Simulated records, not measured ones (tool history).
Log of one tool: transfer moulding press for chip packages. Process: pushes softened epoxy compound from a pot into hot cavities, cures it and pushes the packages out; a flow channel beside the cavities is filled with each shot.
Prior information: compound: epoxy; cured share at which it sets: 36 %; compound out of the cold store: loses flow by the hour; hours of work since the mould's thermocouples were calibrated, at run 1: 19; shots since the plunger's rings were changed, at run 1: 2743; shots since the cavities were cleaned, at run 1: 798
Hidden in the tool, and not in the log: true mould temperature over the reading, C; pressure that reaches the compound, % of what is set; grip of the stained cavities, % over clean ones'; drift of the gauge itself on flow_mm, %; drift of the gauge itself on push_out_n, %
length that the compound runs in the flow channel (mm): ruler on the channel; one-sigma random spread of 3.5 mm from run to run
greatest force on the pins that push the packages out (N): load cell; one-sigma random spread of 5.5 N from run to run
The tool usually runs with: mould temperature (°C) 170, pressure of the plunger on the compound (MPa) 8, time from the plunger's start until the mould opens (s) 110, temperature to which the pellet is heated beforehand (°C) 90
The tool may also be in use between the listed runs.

| run | hour | mould temperature (°C) | pressure of the plunger on the compound (MPa) | time from the plunger's start until the mould opens (s) | temperature to which the pellet is heated beforehand (°C) | hours of work since the mould's thermocouples were calibrated | shots since the plunger's rings were changed | shots since the cavities were cleaned | incoming compound's hours out of the cold store | length that the compound runs in the flow channel (mm) | greatest force on the pins that push the packages out (N) |
|---|---|---|---|---|---|---|---|---|---|---|---|
| 1 | 0 | 170 | 8 | 110 | 90 | 19 | 2743 | 798 | 36.8 | 725 | 310 |
|  | 19.8 | cavities cleaned with cleaning compound and waxed |
| 2 | 27.3 | 170 | 8 | 110 | 90 | 38 | 3056 | 91 | 28.3 | 758 | 206 |
| 3 | 80.9 | 170 | 8 | 110 | 90 | 78 | 3706 | 741 | 42.6 | 701 | 285 |
|  | 101.9 | cavities cleaned with cleaning compound and waxed |
| 4 | 130.3 | 170 | 8 | 110 | 90 | 114 | 4288 | 345 | 37.2 | 715 | 258 |
|  | 183.7 | cavities cleaned with cleaning compound and waxed |
| 5 | 189.2 | 170 | 8 | 110 | 90 | 156 | 4984 | 66 | 27.5 | 745 | 197 |
|  | 197.3 | plunger's sealing rings changed |
| 6 | 244.6 | 170 | 8 | 110 | 90 | 195 | 574 | 708 | 22.8 | 808 | 302 |
|  | 271.9 | cavities cleaned with cleaning compound and waxed |
| 7 | 280.7 | 170 | 8 | 110 | 90 | 221 | 994 | 106 | 35.5 | 750 | 202 |
| 8 | 317.8 | 170 | 8 | 110 | 90 | 249 | 1445 | 557 | 10.9 | 859 | 276 |
|  | 355.6 | cavities cleaned with cleaning compound and waxed |
| 9 | 355.6 | 170 | 8 | 110 | 90 | 275 | 1885 | 0 | 45.4 | 702 | 185 |
| 10 | 390.9 | 170 | 8 | 146 | 90 | 302 | 2314 | 429 | 27.8 | 766 | 237 |
| 11 | 427.5 | 170 | 8 | 146 | 90 | 329 | 2757 | 872 | 26.5 | 765 | 285 |
|  | 440.4 | cavities cleaned with cleaning compound and waxed |
| 12 | 458.5 | 170 | 8 | 141 | 90 | 351 | 3115 | 219 | 34.1 | 735 | 211 |
| 13 | 498.4 | 170 | 8 | 141 | 90 | 380 | 3600 | 704 | 12.6 | 822 | 258 |
|  | 525 | cavities cleaned with cleaning compound and waxed |
| 14 | 539.6 | 166 | 8 | 110 | 90 | 410 | 4081 | 177 | 25.2 | 769 | 268 |
| 15 | 569.8 | 166 | 8 | 110 | 90 | 432 | 4449 | 545 | 13.6 | 817 | 352 |
|  | 609 | cavities cleaned with cleaning compound and waxed |
| 16 | 609 | 166 | 8 | 110 | 90 | 460 | 4906 | 0 | 41.4 | 704 | 209 |
|  | 622.2 | plunger's sealing rings changed |
| 17 | 666.9 | 168 | 8 | 110 | 90 | 501 | 544 | 673 | 20.2 | 821 | 311 |
|  | 696.2 | cavities cleaned with cleaning compound and waxed |
| 18 | 702 | 168 | 8 | 110 | 90 | 526 | 950 | 70 | 37.8 | 744 | 217 |
| 19 | 727.5 | 168 | 8 | 102 | 90 | 545 | 1261 | 381 | 9.2 | 866 | 308 |
| 20 | 767.9 | 165 | 6.08 | 144 | 84 | 575 | 1751 | 871 | 44.8 | 630 | 271 |
|  | 778.8 | cavities cleaned with cleaning compound and waxed |
| 21 | 803.2 | 170 | 8 | 91 | 90 | 600 | 2161 | 296 | 23.1 | 791 | 311 |
| 22 | 836 | 170 | 8 | 91 | 90 | 624 | 2559 | 694 | 16 | 820 | 379 |
|  | 862.5 | cavities cleaned with cleaning compound and waxed |
| 23 | 879.5 | 170 | 8 | 91 | 90 | 656 | 3069 | 207 | 29.2 | 759 | 287 |
|  | 897.7 | mould's thermocouples calibrated |
| 24 | 934 | 168 | 9.87 | 110 | 84 | 27 | 3706 | 844 | 38.4 | 801 | 334 |
|  | 949.4 | cavities cleaned with cleaning compound and waxed |
| 25 | 971.3 | 168 | 6.95 | 110 | 93 | 54 | 4140 | 266 | 38.7 | 664 | 261 |
| 26 | 1022.5 | 178 | 6.54 | 145 | 84 | 91 | 4761 | 887 | 21.4 | 677 | 269 |
|  | 1031.5 | cavities cleaned with cleaning compound and waxed |
|  | 1049.3 | plunger's sealing rings changed |
| 27 | 1068.6 | 166 | 8 | 107 | 97 | 123 | 235 | 420 | 11.6 | 872 | 354 |

What differs in the tool's unlogged condition from the final listed run ahead of each entry between runs to the first listed run following it?
In the gap between runs 1 and 2: cavities cleaned with cleaning compound and waxed (hour 19.8)
  true mould temperature over the reading, C: 0.28 -> 0.3; pressure that reaches the compound, % of what is set: 93.72 -> 92.95; grip of the stained cavities, % over clean ones': 67.3 -> 10
  measured minus no-state result, length that the compound runs in the flow channel (mm): -25 -> -29; greatest force on the pins that push the packages out (N): +124 -> +17
In the gap between runs 3 and 4: cavities cleaned with cleaning compound and waxed (hour 101.9)
  true mould temperature over the reading, C: 0.36 -> 0.41; pressure that reaches the compound, % of what is set: 91.42 -> 90.12; grip of the stained cavities, % over clean ones': 60.8 -> 35.8
  measured minus no-state result, length that the compound runs in the flow channel (mm): -34 -> -39; greatest force on the pins that push the packages out (N): +106 -> +65
In the gap between runs 4 and 5: cavities cleaned with cleaning compound and waxed (hour 183.7)
  true mould temperature over the reading, C: 0.41 -> 0.46; pressure that reaches the compound, % of what is set: 90.12 -> 88.57; grip of the stained cavities, % over clean ones': 35.8 -> 7.7
  measured minus no-state result, length that the compound runs in the flow channel (mm): -39 -> -49; greatest force on the pins that push the packages out (N): +65 -> +11
In the gap between runs 5 and 6: plunger's sealing rings changed (hour 197.3)
  true mould temperature over the reading, C: 0.46 -> 0.52; pressure that reaches the compound, % of what is set: 88.57 -> 98.25; grip of the stained cavities, % over clean ones': 7.7 -> 59.1
  measured minus no-state result, length that the compound runs in the flow channel (mm): -49 -> -9; greatest force on the pins that push the packages out (N): +11 -> +108
In the gap between runs 6 and 7: cavities cleaned with cleaning compound and waxed (hour 271.9)
  true mould temperature over the reading, C: 0.52 -> 0.55; pressure that reaches the compound, % of what is set: 98.25 -> 97.26; grip of the stained cavities, % over clean ones': 59.1 -> 11.6
  measured minus no-state result, length that the compound runs in the flow channel (mm): -9 -> -12; greatest force on the pins that push the packages out (N): +108 -> +18
In the gap between runs 8 and 9: cavities cleaned with cleaning compound and waxed (hour 355.6)
  true mould temperature over the reading, C: 0.59 -> 0.63; pressure that reaches the compound, % of what is set: 96.4 -> 95.34; grip of the stained cavities, % over clean ones': 48.3 -> 2.7
  measured minus no-state result, length that the compound runs in the flow channel (mm): -18 -> -19; greatest force on the pins that push the packages out (N): +86 -> +2
In the gap between runs 11 and 12: cavities cleaned with cleaning compound and waxed (hour 440.4)
  true mould temperature over the reading, C: 0.7 -> 0.73; pressure that reaches the compound, % of what is set: 93.3 -> 92.47; grip of the stained cavities, % over clean ones': 65.9 -> 25.9
  measured minus no-state result, length that the compound runs in the flow channel (mm): -30 -> -32; greatest force on the pins that push the packages out (N): +111 -> +41
In the gap between runs 13 and 14: cavities cleaned with cleaning compound and waxed (hour 525)
  true mould temperature over the reading, C: 0.77 -> 0.81; pressure that reaches the compound, % of what is set: 91.31 -> 90.22; grip of the stained cavities, % over clean ones': 58.6 -> 23.1
  measured minus no-state result, length that the compound runs in the flow channel (mm): -40 -> -44; greatest force on the pins that push the packages out (N): +94 -> +40
In the gap between runs 15 and 16: cavities cleaned with cleaning compound and waxed (hour 609)
  true mould temperature over the reading, C: 0.85 -> 0.89; pressure that reaches the compound, % of what is set: 89.32 -> 88.27; grip of the stained cavities, % over clean ones': 52.9 -> 1.3
  measured minus no-state result, length that the compound runs in the flow channel (mm): -51 -> -49; greatest force on the pins that push the packages out (N): +111 -> -7
In the gap between runs 16 and 17: plunger's sealing rings changed (hour 622.2)
  true mould temperature over the reading, C: 0.89 -> 0.94; pressure that reaches the compound, % of what is set: 88.27 -> 98.7; grip of the stained cavities, % over clean ones': 1.3 -> 55.2
  measured minus no-state result, length that the compound runs in the flow channel (mm): -49 -> -8; greatest force on the pins that push the packages out (N): -7 -> +103
In the gap between runs 17 and 18: cavities cleaned with cleaning compound and waxed (hour 696.2)
  true mould temperature over the reading, C: 0.94 -> 0.97; pressure that reaches the compound, % of what is set: 98.7 -> 97.74; grip of the stained cavities, % over clean ones': 55.2 -> 8.4
  measured minus no-state result, length that the compound runs in the flow channel (mm): -8 -> -12; greatest force on the pins that push the packages out (N): +103 -> +9
In the gap between runs 20 and 21: cavities cleaned with cleaning compound and waxed (hour 778.8)
  true mould temperature over the reading, C: 1.04 -> 1.08; pressure that reaches the compound, % of what is set: 95.75 -> 94.81; grip of the stained cavities, % over clean ones': 65.7 -> 31.1
  measured minus no-state result, length that the compound runs in the flow channel (mm): -17 -> -25; greatest force on the pins that push the packages out (N): +105 -> +58
In the gap between runs 22 and 23: cavities cleaned with cleaning compound and waxed (hour 862.5)
  true mould temperature over the reading, C: 1.11 -> 1.15; pressure that reaches the compound, % of what is set: 93.88 -> 92.75; grip of the stained cavities, % over clean ones': 57.4 -> 22.8
  measured minus no-state result, length that the compound runs in the flow channel (mm): -30 -> -33; greatest force on the pins that push the packages out (N): +122 -> +37
In the gap between runs 23 and 24: mould's thermocouples calibrated (hour 897.7)
  true mould temperature over the reading, C: 1.15 -> 0.06; pressure that reaches the compound, % of what is set: 92.75 -> 91.23; grip of the stained cavities, % over clean ones': 22.8 -> 66.7
  measured minus no-state result, length that the compound runs in the flow channel (mm): -33 -> -37; greatest force on the pins that push the packages out (N): +37 -> +133
In the gap between runs 24 and 25: cavities cleaned with cleaning compound and waxed (hour 949.4)
  true mould temperature over the reading, C: 0.06 -> 0.09; pressure that reaches the compound, % of what is set: 91.23 -> 90.34; grip of the stained cavities, % over clean ones': 66.7 -> 30.6
  measured minus no-state result, length that the compound runs in the flow channel (mm): -37 -> -35; greatest force on the pins that push the packages out (N): +133 -> +60
In the gap between runs 26 and 27: cavities cleaned with cleaning compound and waxed (hour 1031.5); plunger's sealing rings changed (hour 1049.3)
  true mould temperature over the reading, C: 0.14 -> 0.19; pressure that reaches the compound, % of what is set: 88.85 -> 99.11; grip of the stained cavities, % over clean ones': 67.7 -> 41.9
  measured minus no-state result, length that the compound runs in the flow channel (mm): -42 -> -5; greatest force on the pins that push the packages out (N): +110 -> +102

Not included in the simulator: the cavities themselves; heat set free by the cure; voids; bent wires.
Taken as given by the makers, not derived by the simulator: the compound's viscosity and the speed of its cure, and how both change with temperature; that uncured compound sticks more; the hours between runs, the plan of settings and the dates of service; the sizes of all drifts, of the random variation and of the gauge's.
